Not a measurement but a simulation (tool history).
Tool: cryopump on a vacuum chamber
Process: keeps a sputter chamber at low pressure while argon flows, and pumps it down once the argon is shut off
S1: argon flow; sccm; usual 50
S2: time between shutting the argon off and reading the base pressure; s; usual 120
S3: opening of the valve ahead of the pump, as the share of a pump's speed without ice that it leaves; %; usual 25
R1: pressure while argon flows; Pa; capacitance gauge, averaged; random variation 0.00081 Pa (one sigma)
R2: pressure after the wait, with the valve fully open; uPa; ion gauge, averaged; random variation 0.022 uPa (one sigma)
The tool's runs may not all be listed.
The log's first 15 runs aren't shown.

run 16 hour=1298.7 | S1=51 S2=120 S3=25 | R1=0.1771 R2=0.83
run 17 hour=1386.3 | S1=51 S2=120 S3=25 | R1=0.1752 R2=0.81
run 18 hour=1466.0 | S1=25 S2=103 S3=30 | R1=0.0739 R2=0.97
run 19 hour=1558.3 | S1=25 S2=103 S3=30 | R1=0.0736 R2=0.91
run 20 hour=1654.1 | S1=50 S2=120 S3=17 | R1=0.2497 R2=0.88
run 21 hour=1709.7 | S1=50 S2=120 S3=17 | R1=0.2515 R2=0.88
run 22 hour=1809.2 | S1=80 S2=120 S3=60 | R1=0.1367 R2=0.92
run 23 hour=1857.5 | S1=34 S2=52 S3=38 | R1=0.0839 R2=1.58
-- hour=1896.2 pump warmed up, emptied and cooled again
run 24 hour=1947.3 | S1=28 S2=189 S3=58 | R1=0.0386 R2=0.61
run 25 hour=2062.4 | S1=28 S2=189 S3=58 | R1=0.0390 R2=0.63
run 26 hour=2161.6 | S1=50 S2=47 S3=21 | R1=0.1933 R2=1.56
run 27 hour=2275.9 | S1=34 S2=53 S3=28 | R1=0.0990 R2=1.48
run 28 hour=2341.0 | S1=63 S2=53 S3=19 | R1=0.2692 R2=1.39
run 29 hour=2424.6 | S1=63 S2=53 S3=19 | R1=0.2677 R2=1.43
run 30 hour=2486.0 | S1=63 S2=53 S3=19 | R1=0.2698 R2=1.47
run 31 hour=2586.3 | S1=63 S2=53 S3=19 | R1=0.2713 R2=1.51
run 32 hour=2703.0 | S1=63 S2=53 S3=19 | R1=0.2731 R2=1.53
run 33 hour=2759.7 | S1=23 S2=120 S3=43 | R1=0.0458 R2=0.94
run 34 hour=2827.3 | S1=23 S2=59 S3=24 | R1=0.0800 R2=1.37

4 ways to go on from here, each from the tool as it stands after run 34. What would each give?
run A hour=2935.3 | S1=23 S2=59 S3=57 | R1=? R2=?
run B hour=2935.3 | S1=57 S2=59 S3=24 | R1=? R2=?
run C hour=2935.3 | S1=39 S2=27 S3=19 | R1=? R2=?
run D hour=2935.3 | S1=27 S2=238 S3=18 | R1=? R2=?

run=A R1=0.0357 R2=1.44
run=B R1=0.1984 R2=1.34
run=C R1=0.1691 R2=2.54
run=D R1=0.1241 R2=0.72
Without the tool's hidden state the same runs would have given:
run=A R1=0.0322 R2=1.13
run=B R1=0.1897 R2=1.05
run=C R1=0.1631 R2=2.24
run=D R1=0.1200 R2=0.41
